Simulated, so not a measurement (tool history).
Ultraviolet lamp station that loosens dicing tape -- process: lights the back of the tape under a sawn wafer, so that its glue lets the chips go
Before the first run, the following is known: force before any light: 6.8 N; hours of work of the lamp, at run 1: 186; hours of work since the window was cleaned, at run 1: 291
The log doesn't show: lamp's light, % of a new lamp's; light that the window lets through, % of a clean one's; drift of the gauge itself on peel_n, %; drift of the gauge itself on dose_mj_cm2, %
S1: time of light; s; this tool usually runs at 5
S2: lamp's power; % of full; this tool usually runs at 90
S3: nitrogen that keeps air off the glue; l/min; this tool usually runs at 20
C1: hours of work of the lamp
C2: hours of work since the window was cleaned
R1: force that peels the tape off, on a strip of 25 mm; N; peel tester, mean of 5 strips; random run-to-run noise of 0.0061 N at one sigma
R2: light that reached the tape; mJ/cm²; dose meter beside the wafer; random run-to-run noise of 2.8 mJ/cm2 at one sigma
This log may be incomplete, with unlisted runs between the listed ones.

run   hour  S1  S2  S3   C1   C2     R1   R2
  1    0.0   5  90  20  186  291  0.216  322
  2    8.0   6  90  20  192  296  0.176  384
  3   15.3   5  90  20  197  301  0.218  324
  4   24.2   5  90  20  203  307  0.228  323
  5   32.6   5  90  20  208  313  0.222  317
  6   38.5   5  76  20  212  317  0.296  270
  7   44.2   5  90  20  216  320  0.222  318
  8   50.7   5  90   7  220  325  0.514  315
  9   56.5   5  90   7  224  329  0.537  314
 10   63.3   5  90   7  229  333  0.535  314
 11   67.4   6  90  20  232  336  0.183  375
 12   72.3   5  63  20  235  339  0.456  218
 13   80.7   5  74  20  241  345  0.329  256
 14   88.1   5  90  20  245  350  0.233  307
 15   93.5   5  97  20  249  353  0.211  332
 16  103.2   5  97  20  256  360  0.223  329
 17  111.9   5  97  20  261  366  0.218  322
 18  117.6   5  90   7  265  370  0.588  301
 19  121.6   9  68   7  268  372  0.323  411
 20  126.9   4  90  20  271  376  0.364  244
 21  135.4   8  62  20  277  382  0.212  331
 22  143.5   6  85  20  283  387  0.197  336
 23  151.9   6  85  20  288  393  0.211  335

What does the tool deliver on the next run?
 24  160.4   5  90  10  294  398   ?   ?

Run 24 measured R1 0.446 N, R2 297 mJ/cm².
Had the tool carried no hidden state, the very same run would have given R1 0.258 N, R2 392 mJ/cm².
